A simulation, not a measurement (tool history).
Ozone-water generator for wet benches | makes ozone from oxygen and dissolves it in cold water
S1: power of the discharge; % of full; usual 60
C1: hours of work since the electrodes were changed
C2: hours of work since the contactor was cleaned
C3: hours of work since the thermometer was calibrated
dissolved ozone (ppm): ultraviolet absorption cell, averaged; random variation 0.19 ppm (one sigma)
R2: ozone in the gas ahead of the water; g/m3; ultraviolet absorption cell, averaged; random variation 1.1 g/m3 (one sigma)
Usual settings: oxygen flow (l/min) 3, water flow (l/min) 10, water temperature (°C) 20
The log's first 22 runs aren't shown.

Run 23, day 131.138: usual settings but S1 75 % of full, oxygen flow (l/min) 1.97, water temperature (°C) 17; C1 3507; C2 1018; C3 1522. Result: dissolved ozone (ppm) 31.1, R2 294.1 g/m3.
Run 24, day 135.571: usual settings but S1 77 % of full, oxygen flow (l/min) 4.41, water temperature (°C) 17; C1 3600; C2 1110; C3 1614. Result: dissolved ozone (ppm) 29.2, R2 183.1 g/m3.
Run 25, day 138.908: usual settings but oxygen flow (l/min) 4.27, water temperature (°C) 15; C1 3669; C2 1180; C3 1684. Result: dissolved ozone (ppm) 24.7, R2 146.5 g/m3.
Run 26, day 145.367: usual settings but S1 96 % of full, oxygen flow (l/min) 4.16, water temperature (°C) 22; C1 3804; C2 1315; C3 1818. Result: dissolved ozone (ppm) 32.5, R2 230.1 g/m3.
Run 27, day 153.329: usual settings but S1 96 % of full, oxygen flow (l/min) 4.16, water temperature (°C) 22; C1 3970; C2 1481; C3 1985. Result: dissolved ozone (ppm) 32.5, R2 226.7 g/m3.
Run 28, day 159.796: usual settings but S1 96 % of full, oxygen flow (l/min) 4.16, water temperature (°C) 22; C1 4105; C2 1615; C3 2119. Result: dissolved ozone (ppm) 32.3, R2 224 g/m3.
Run 29, day 163.421: usual settings but S1 74 % of full, oxygen flow (l/min) 2.6, water flow (l/min) 7, water temperature (°C) 23; C1 4180; C2 1691; C3 2195. Result: dissolved ozone (ppm) 33.3, R2 237.5 g/m3.
Run 30, day 170.429: usual settings but S1 51 % of full, oxygen flow (l/min) 2.48, water flow (l/min) 7, water temperature (°C) 23; C1 4326; C2 1837; C3 2341. Result: dissolved ozone (ppm) 24.2, R2 177.7 g/m3.
Run 31, day 173.908: usual settings but S1 51 % of full, oxygen flow (l/min) 2.48, water flow (l/min) 7, water temperature (°C) 23; C1 4399; C2 1910; C3 2414. Result: dissolved ozone (ppm) 24.2, R2 178.8 g/m3.
Run 32, day 179.446: usual settings but oxygen flow (l/min) 1.57, water flow (l/min) 9; C1 4514; C2 2025; C3 2529. Result: dissolved ozone (ppm) 25.8, R2 271.3 g/m3.
Run 33, day 187.5: usual settings but oxygen flow (l/min) 1.66; C1 4682; C2 2193; C3 2697. Result: dissolved ozone (ppm) 23.6, R2 262.9 g/m3.
Run 34, day 193.912: usual settings but oxygen flow (l/min) 1.66; C1 4816; C2 2327; C3 2831. Result: dissolved ozone (ppm) 23.4, R2 261.9 g/m3.

Forecast each of these 3 alternatives for the next run:
Run A, day 199.375: usual settings but oxygen flow (l/min) 2.7, water flow (l/min) 12; C1 4930; C2 2441; C3 2944. Result: dissolved ozone (ppm) ?, R2 ?.
Run B, day 199.375: usual settings but water temperature (°C) 16; C1 4930; C2 2441; C3 2944. Result: dissolved ozone (ppm) ?, R2 ?.
Run C, day 199.375: usual settings but S1 75 % of full, oxygen flow (l/min) 3.7, water temperature (°C) 14; C1 4930; C2 2441; C3 2944. Result: dissolved ozone (ppm) ?, R2 ?.

run  dissolved ozone (ppm)     R2
  A                   20.5  191.6
  B                   24.4  179.2
  C                   29.4  190.3
Without the tool's hidden state the same runs would have given:
run  dissolved ozone (ppm)     R2
  A                   23.3  212.5
  B                   27.6  198.7
  C                   34.2  216.1
